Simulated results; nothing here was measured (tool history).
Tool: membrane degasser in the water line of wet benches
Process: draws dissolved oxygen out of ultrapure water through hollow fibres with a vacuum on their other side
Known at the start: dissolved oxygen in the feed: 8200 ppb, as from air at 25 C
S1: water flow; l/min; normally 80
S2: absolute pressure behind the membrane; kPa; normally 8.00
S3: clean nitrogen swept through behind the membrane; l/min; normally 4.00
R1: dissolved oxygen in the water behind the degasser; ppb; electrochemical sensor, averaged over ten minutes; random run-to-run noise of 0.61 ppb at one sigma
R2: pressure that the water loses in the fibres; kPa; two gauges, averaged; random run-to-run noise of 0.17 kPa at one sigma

| run | day | S1 | S2 | S3 | R1 | R2 |
|---|---|---|---|---|---|---|
| 1 | 0.000 | 80 | 8.00 | 4.00 | 214.0 | 26.98 |
| 2 | 6.262 | 80 | 8.00 | 4.00 | 214.4 | 27.05 |
| 3 | 13.504 | 80 | 8.00 | 7.89 | 118.1 | 27.05 |
| 4 | 21.108 | 80 | 8.00 | 7.89 | 118.6 | 27.18 |
| 5 | 26.583 | 88 | 8.00 | 4.00 | 233.5 | 30.08 |
| 6 | 33.317 | 80 | 8.00 | 4.00 | 212.7 | 27.05 |
| 7 | 38.550 | 51 | 8.00 | 3.56 | 155.5 | 17.37 |
| 8 | 42.408 | 80 | 11.24 | 1.64 | 706.1 | 27.10 |
| 9 | 46.871 | 69 | 5.72 | 1.64 | 208.1 | 23.59 |
| 10 | 54.508 | 69 | 5.72 | 1.64 | 209.2 | 23.50 |
| 11 | 60.342 | 75 | 9.62 | 2.97 | 341.8 | 25.38 |
|  | 61.946 | seals of the vacuum lines changed |
| 12 | 66.525 | 49 | 7.00 | 2.84 | 146.1 | 16.83 |

Here are 3 independent what-if runs from the current tool condition. What would each one return?
| A | 73.771 | 93 | 8.00 | 4.00 | ? | ? |
| B | 73.771 | 127 | 6.82 | 2.84 | ? | ? |
| C | 73.771 | 49 | 6.60 | 2.84 | ? | ? |

| run | R1 | R2 |
|---|---|---|
| A | 246.4 | 31.55 |
| B | 326.2 | 43.16 |
| C | 132.7 | 16.70 |
With the hidden condition removed and each run's random variation left untouched, the same runs would have given:
| run | R1 | R2 |
|---|---|---|
| A | 246.3 | 31.54 |
| B | 326.1 | 43.15 |
| C | 132.7 | 16.69 |

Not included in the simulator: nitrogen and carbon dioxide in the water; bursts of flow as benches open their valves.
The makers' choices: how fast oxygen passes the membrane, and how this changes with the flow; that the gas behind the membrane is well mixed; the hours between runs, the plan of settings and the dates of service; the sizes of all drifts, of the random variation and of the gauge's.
